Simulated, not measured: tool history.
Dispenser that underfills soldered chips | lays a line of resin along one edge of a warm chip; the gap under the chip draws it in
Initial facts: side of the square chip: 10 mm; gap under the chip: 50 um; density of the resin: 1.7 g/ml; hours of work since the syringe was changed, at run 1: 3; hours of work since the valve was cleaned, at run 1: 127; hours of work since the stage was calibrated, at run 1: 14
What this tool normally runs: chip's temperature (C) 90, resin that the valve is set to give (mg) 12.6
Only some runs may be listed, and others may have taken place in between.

run,hour,chip's temperature (C),resin that the valve is set to give (mg),hours of work since the syringe was changed,hours of work since the valve was cleaned,hours of work since the stage was calibrated,time until the resin shows at the far edge (s),resin that the valve gave (mg)
1,0.0,90,12.6,3,127,14,47.1,11.43
2,4.9,90,12.6,6,130,17,57.3,11.32
3,7.9,92,12.6,8,131,19,59.1,11.38
# hour 12.2: new syringe of resin
4,15.3,92,12.6,2,136,23,40.7,11.30
5,19.5,92,12.6,4,138,26,48.0,11.35
6,25.6,92,12.6,8,142,30,58.7,11.25
# hour 29.4: new syringe of resin
7,30.0,92,12.6,0,145,32,38.6,11.13
8,34.5,90,14.0,3,147,35,47.7,12.50
# hour 39.0: dispensing valve cleaned and set on the balance
9,42.6,90,12.6,7,2,39,61.3,12.58
# hour 47.6: new syringe of resin
10,48.9,90,12.6,1,6,43,41.5,12.45
11,55.2,90,12.6,5,10,47,51.7,12.55
12,59.5,78,12.6,7,12,50,88.7,12.48
# hour 64.5: new syringe of resin
13,64.8,78,12.6,0,15,53,57.8,12.47
14,71.8,78,12.6,5,20,57,73.1,12.45
15,75.8,87,12.2,7,22,59,65.0,12.04
# hour 81.4: new syringe of resin
16,81.7,89,12.6,0,26,63,40.2,12.28
17,86.0,89,12.6,3,28,66,46.5,12.31
18,90.1,76,10.9,5,31,68,86.0,10.64
19,96.1,103,12.3,9,35,72,45.9,11.98

Each row is a separate what-if for the run after 19, all from the same tool condition, not one after another. Results?
# hour 98.5: new syringe of resin
A,100.2,82,11.3,1,37,74,?,?
# hour 98.5: new syringe of resin
B,100.2,98,12.3,1,37,74,?,?
# hour 98.5: new syringe of resin
C,100.2,90,13.7,1,37,74,?,?
# hour 98.5: new syringe of resin
D,100.2,89,12.8,1,37,74,?,?
# hour 98.5: new syringe of resin
E,100.2,87,13.2,1,37,74,?,?

run,time until the resin shows at the far edge (s),resin that the valve gave (mg)
A,54.7,11.06
B,33.9,11.88
C,41.1,13.25
D,42.1,12.50
E,44.8,12.82
What these runs would have given with no unlogged condition in the tool:
run,time until the resin shows at the far edge (s),resin that the valve gave (mg)
A,49.9,11.37
B,31.1,12.22
C,37.7,13.62
D,38.6,12.85
E,41.0,13.18
